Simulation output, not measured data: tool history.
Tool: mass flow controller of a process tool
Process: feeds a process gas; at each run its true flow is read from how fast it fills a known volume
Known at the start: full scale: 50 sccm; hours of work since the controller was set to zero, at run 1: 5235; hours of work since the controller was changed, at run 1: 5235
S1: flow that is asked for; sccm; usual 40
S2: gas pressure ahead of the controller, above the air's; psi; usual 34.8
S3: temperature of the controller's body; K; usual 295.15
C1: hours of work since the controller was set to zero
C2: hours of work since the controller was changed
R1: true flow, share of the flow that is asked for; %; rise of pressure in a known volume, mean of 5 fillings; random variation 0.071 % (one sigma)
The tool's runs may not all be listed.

run 1 hour=0 | S1=40 S2=34.8 S3=295.15 | C1=5235 C2=5235 | R1=102.44
run 2 hour=292.8 | S1=40 S2=34.8 S3=295.15 | C1=5369 C2=5369 | R1=102.4
run 3 hour=536.7 | S1=40 S2=33.4 S3=295.15 | C1=5481 C2=5481 | R1=102.48
run 4 hour=722.4 | S1=40 S2=33.4 S3=295.15 | C1=5566 C2=5566 | R1=102.51
run 5 hour=945.4 | S1=40 S2=33.4 S3=295.15 | C1=5669 C2=5669 | R1=102.52
run 6 hour=1121.8 | S1=40 S2=33.4 S3=295.15 | C1=5750 C2=5750 | R1=102.42
run 7 hour=1357.7 | S1=40 S2=20.9 S3=295.15 | C1=5858 C2=5858 | R1=102.38
run 8 hour=1574.8 | S1=40 S2=20.9 S3=295.15 | C1=5957 C2=5957 | R1=102.38
run 9 hour=1833.9 | S1=23 S2=20.9 S3=295.15 | C1=6076 C2=6076 | R1=101.61
run 10 hour=1973.1 | S1=23 S2=20.9 S3=295.15 | C1=6140 C2=6140 | R1=101.65
run 11 hour=2254.3 | S1=23 S2=20.9 S3=295.15 | C1=6269 C2=6269 | R1=101.65
run 12 hour=2473 | S1=23 S2=20.9 S3=295.15 | C1=6370 C2=6370 | R1=101.66
run 13 hour=2599.8 | S1=16 S2=34.8 S3=295.15 | C1=6428 C2=6428 | R1=101.54
run 14 hour=2821.8 | S1=16 S2=27.6 S3=295.15 | C1=6530 C2=6530 | R1=101.43
run 15 hour=2967 | S1=16 S2=27.6 S3=295.15 | C1=6596 C2=6596 | R1=101.33
run 16 hour=3245.9 | S1=16 S2=27.6 S3=295.15 | C1=6724 C2=6724 | R1=101.39
run 17 hour=3523.5 | S1=17 S2=36.1 S3=295.15 | C1=6851 C2=6851 | R1=101.66
run 18 hour=3645.9 | S1=11 S2=26.7 S3=308.15 | C1=6908 C2=6908 | R1=101.25
run 19 hour=3934.5 | S1=11 S2=26.7 S3=294.15 | C1=7040 C2=7040 | R1=100.97
run 20 hour=4085.6 | S1=11 S2=38 S3=295.15 | C1=7109 C2=7109 | R1=101.08
run 21 hour=4222.8 | S1=9 S2=34.8 S3=295.15 | C1=7172 C2=7172 | R1=100.83
run 22 hour=4353.6 | S1=9 S2=34.8 S3=295.15 | C1=7232 C2=7232 | R1=100.82
run 23 hour=4518.3 | S1=45 S2=40 S3=302.15 | C1=7308 C2=7308 | R1=103.85
run 24 hour=4749.8 | S1=14 S2=23.4 S3=302.15 | C1=7414 C2=7414 | R1=101.7
run 25 hour=4966.1 | S1=14 S2=23.4 S3=302.15 | C1=7513 C2=7513 | R1=101.56
run 26 hour=5164.7 | S1=14 S2=34.2 S3=308.15 | C1=7604 C2=7604 | R1=101.95
run 27 hour=5386.2 | S1=14 S2=34.2 S3=308.15 | C1=7706 C2=7706 | R1=102.07
run 28 hour=5512.2 | S1=5 S2=34.8 S3=297.15 | C1=7764 C2=7764 | R1=99.48
run 29 hour=5677.1 | S1=15 S2=28.9 S3=297.15 | C1=7839 C2=7839 | R1=101.8
run 30 hour=5872.3 | S1=15 S2=28.9 S3=297.15 | C1=7929 C2=7929 | R1=101.84
run 31 hour=5999 | S1=40 S2=34.8 S3=307.15 | C1=7987 C2=7987 | R1=103.78

5 ways to go on from here, each from the tool as it stands after run 31. What would each give?
run A hour=6127 | S1=7 S2=27.8 S3=296.15 | C1=8046 C2=8046 | R1=?
run B hour=6127 | S1=40 S2=34.8 S3=306.15 | C1=8046 C2=8046 | R1=?
run C hour=6127 | S1=40 S2=34.8 S3=302.15 | C1=8046 C2=8046 | R1=?
run D hour=6127 | S1=6 S2=22.9 S3=312.15 | C1=8046 C2=8046 | R1=?
run E hour=6127 | S1=12 S2=34.8 S3=312.15 | C1=8046 C2=8046 | R1=?

run=A R1=100.25
run=B R1=103.87
run=C R1=103.61
run=D R1=100.16
run=E R1=102.07
Without the tool's hidden state the same runs would have given:
run=A R1=98.28
run=B R1=99.95
run=C R1=99.7
run=D R1=98.58
run=E R1=99.12
